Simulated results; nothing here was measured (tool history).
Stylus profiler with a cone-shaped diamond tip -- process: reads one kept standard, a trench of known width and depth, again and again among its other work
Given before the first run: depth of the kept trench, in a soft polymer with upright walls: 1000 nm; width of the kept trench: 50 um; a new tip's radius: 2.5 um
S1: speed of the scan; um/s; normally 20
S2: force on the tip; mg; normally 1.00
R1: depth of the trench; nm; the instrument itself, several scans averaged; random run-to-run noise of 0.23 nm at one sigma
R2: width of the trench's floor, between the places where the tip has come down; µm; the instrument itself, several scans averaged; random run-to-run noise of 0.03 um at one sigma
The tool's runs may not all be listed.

{"run": 1, "day": 0.0, "S1": 20, "S2": 1.0, "R1": 1008.77, "R2": 45.82}
{"run": 2, "day": 0.45, "S1": 20, "S2": 1.0, "R1": 1009.48, "R2": 45.85}
{"run": 3, "day": 0.912, "S1": 20, "S2": 1.0, "R1": 1009.44, "R2": 45.87}
{"run": 4, "day": 1.242, "S1": 20, "S2": 1.0, "R1": 1009.43, "R2": 45.93}
{"run": 5, "day": 1.817, "S1": 43, "S2": 1.0, "R1": 1009.4, "R2": 45.76}
{"run": 6, "day": 2.321, "S1": 43, "S2": 1.0, "R1": 1009.21, "R2": 45.74}
{"run": 7, "day": 3.083, "S1": 43, "S2": 1.0, "R1": 1009.52, "R2": 45.79}
{"run": 8, "day": 3.429, "S1": 43, "S2": 1.0, "R1": 1009.24, "R2": 45.75}
{"run": 9, "day": 3.95, "S1": 43, "S2": 1.0, "R1": 1009.35, "R2": 45.76}
{"run": 10, "day": 4.617, "S1": 20, "S2": 1.0, "R1": 1009.33, "R2": 45.87}
{"run": 11, "day": 5.354, "S1": 20, "S2": 1.0, "R1": 1009.38, "R2": 45.86}
{"run": 12, "day": 5.842, "S1": 20, "S2": 1.0, "R1": 1009.67, "R2": 45.87}
{"run": 13, "day": 6.192, "S1": 20, "S2": 2.24, "R1": 1015.96, "R2": 45.94}
{"run": 14, "day": 6.838, "S1": 20, "S2": 0.47, "R1": 1005.71, "R2": 45.87}
{"run": 15, "day": 7.358, "S1": 29, "S2": 1.0, "R1": 1009.47, "R2": 45.86}
{"run": 16, "day": 7.996, "S1": 29, "S2": 1.0, "R1": 1009.34, "R2": 45.88}
{"run": 17, "day": 8.662, "S1": 29, "S2": 1.0, "R1": 1008.99, "R2": 45.81}
{"run": 18, "day": 9.317, "S1": 29, "S2": 1.0, "R1": 1009.54, "R2": 45.8}
{"run": 19, "day": 9.988, "S1": 29, "S2": 1.0, "R1": 1009.29, "R2": 45.85}
{"run": 20, "day": 10.604, "S1": 29, "S2": 1.0, "R1": 1009.12, "R2": 45.84}
{"run": 21, "day": 11.067, "S1": 16, "S2": 1.0, "R1": 1009.19, "R2": 45.9}
{"run": 22, "day": 11.488, "S1": 49, "S2": 2.45, "R1": 1017.27, "R2": 45.85}
{"run": 23, "day": 12.267, "S1": 29, "S2": 1.72, "R1": 1013.81, "R2": 45.85}
{"run": 24, "day": 12.925, "S1": 59, "S2": 0.84, "R1": 1007.79, "R2": 45.65}
{"run": 25, "day": 13.508, "S1": 59, "S2": 0.84, "R1": 1008.1, "R2": 45.64}
{"run": 26, "day": 14.288, "S1": 41, "S2": 0.34, "R1": 1004.68, "R2": 45.62}
{"run": 27, "day": 15.058, "S1": 41, "S2": 0.34, "R1": 1004.53, "R2": 45.63}
{"run": 28, "day": 15.504, "S1": 12, "S2": 0.34, "R1": 1004.16, "R2": 45.91}
{"run": 29, "day": 15.908, "S1": 12, "S2": 0.34, "R1": 1004.86, "R2": 45.86}
{"run": 30, "day": 16.529, "S1": 6, "S2": 0.34, "R1": 1004.69, "R2": 45.97}
{"run": 31, "day": 17.242, "S1": 46, "S2": 1.46, "R1": 1011.9, "R2": 45.83}
{"run": 32, "day": 17.617, "S1": 31, "S2": 2.92, "R1": 1019.56, "R2": 45.9}
{"run": 33, "day": 18.333, "S1": 31, "S2": 0.94, "R1": 1008.91, "R2": 45.82}
{"run": 34, "day": 18.758, "S1": 31, "S2": 0.94, "R1": 1009.13, "R2": 45.82}
{"run": 35, "day": 19.304, "S1": 7, "S2": 1.02, "R1": 1009.59, "R2": 45.98}
{"run": 36, "day": 20.075, "S1": 57, "S2": 1.89, "R1": 1014.58, "R2": 45.74}
{"run": 37, "day": 20.779, "S1": 57, "S2": 1.89, "R1": 1014.33, "R2": 45.79}
{"run": 38, "day": 21.342, "S1": 13, "S2": 0.62, "R1": 1006.45, "R2": 45.93}
{"run": 39, "day": 21.946, "S1": 54, "S2": 0.97, "R1": 1009.12, "R2": 45.66}
{"run": 40, "day": 22.729, "S1": 54, "S2": 0.97, "R1": 1009.3, "R2": 45.78}
{"run": 41, "day": 23.212, "S1": 54, "S2": 0.97, "R1": 1009.44, "R2": 45.7}
{"run": 42, "day": 23.729, "S1": 54, "S2": 0.97, "R1": 1009.47, "R2": 45.72}

Here are 4 independent what-if runs from the current tool condition. What would each one return?
{"run": "A", "day": 24.508, "S1": 17, "S2": 1.1, "R1": "?", "R2": "?"}
{"run": "B", "day": 24.508, "S1": 15, "S2": 0.62, "R1": "?", "R2": "?"}
{"run": "C", "day": 24.508, "S1": 20, "S2": 0.49, "R1": "?", "R2": "?"}
{"run": "D", "day": 24.508, "S1": 44, "S2": 2.29, "R1": "?", "R2": "?"}

run=A R1=1010.01 R2=45.87
run=B R1=1006.40 R2=45.96
run=C R1=1005.78 R2=45.83
run=D R1=1016.25 R2=45.86
Stripped of hidden state, with their random variation kept, the same runs would have yielded:
run=A R1=1010.01 R2=45.87
run=B R1=1006.39 R2=45.97
run=C R1=1005.77 R2=45.83
run=D R1=1016.24 R2=45.86

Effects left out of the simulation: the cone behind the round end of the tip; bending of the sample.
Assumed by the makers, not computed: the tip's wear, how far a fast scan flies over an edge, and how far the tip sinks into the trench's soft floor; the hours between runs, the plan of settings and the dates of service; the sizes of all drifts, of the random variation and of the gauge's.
